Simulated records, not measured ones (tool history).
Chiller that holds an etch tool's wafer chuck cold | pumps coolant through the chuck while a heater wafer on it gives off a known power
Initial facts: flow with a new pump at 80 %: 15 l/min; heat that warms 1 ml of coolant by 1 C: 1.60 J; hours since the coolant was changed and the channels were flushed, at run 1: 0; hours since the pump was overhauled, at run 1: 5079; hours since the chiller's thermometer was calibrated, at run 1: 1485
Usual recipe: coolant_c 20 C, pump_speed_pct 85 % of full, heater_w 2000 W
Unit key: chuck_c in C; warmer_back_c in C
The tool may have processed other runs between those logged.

run     day  coolant_c  pump_speed_pct  heater_w  hours since the coolant was changed and the channels were flushed  hours since the pump was overhauled  hours since the chiller's thermometer was calibrated  chuck_c  warmer_back_c
  1       0         20              85      2000                                                                  0                                 5079                                                  1485     45.9           5.18
  2   4.592         20              76      2000                                                                110                                 5190                                                  1595     48.9           5.94
  3   7.271         20              76      2000                                                                174                                 5254                                                  1660       49           5.98
  4  12.471         13              85      2000                                                                299                                 5379                                                  1785     39.5           5.26
  5  15.888         20              85      1951                                                                381                                 5461                                                  1866     46.1           5.14
  6    19.9         20              85      1951                                                                478                                 5557                                                  1963     46.3           5.17
  7  25.292         17              85      2000                                                                607                                 5686                                                  2092     44.4           5.32
  8  27.775         17              85      2000                                                                667                                 5746                                                  2152     44.2           5.32
     31.488  -- coolant pump overhauled
  9  32.412         14              74      2000                                                                773                                   22                                                  2258     46.2           6.53
 10  37.767         15              73      1409                                                                901                                  151                                                  2387     38.6            4.7
 11  41.971         15              71      1409                                                               1002                                  252                                                  2488     39.1           4.85
 12  47.525         20              85      2360                                                               1136                                  385                                                  2621     54.4            6.7
 13  51.079         20              82      1332                                                               1221                                  470                                                  2706     40.6           3.98
 14  56.504         20              82      1332                                                               1351                                  600                                                  2836     40.8           3.99
     57.725  -- coolant pump overhauled, once more
 15  59.925         11              68      1497                                                               1428                                   53                                                  2913     34.6           4.52

Forecast each of these 3 alternatives for the next run:
  A  62.712         14              78      1163                                                               1495                                  120                                                  2980        ?              ?
  B  62.712         20              85      1751                                                               1495                                  120                                                  2980        ?              ?
  C  62.712         20              80      2134                                                               1495                                  120                                                  2980        ?              ?

run  chuck_c  warmer_back_c
  A       31           3.07
  B     43.3           4.15
  C     49.5           5.45
The same runs, with their run-to-run variation unchanged, on a tool lacking any hidden condition would have given:
run  chuck_c  warmer_back_c
  A     28.8           3.02
  B     40.6           4.07
  C     46.4           5.36

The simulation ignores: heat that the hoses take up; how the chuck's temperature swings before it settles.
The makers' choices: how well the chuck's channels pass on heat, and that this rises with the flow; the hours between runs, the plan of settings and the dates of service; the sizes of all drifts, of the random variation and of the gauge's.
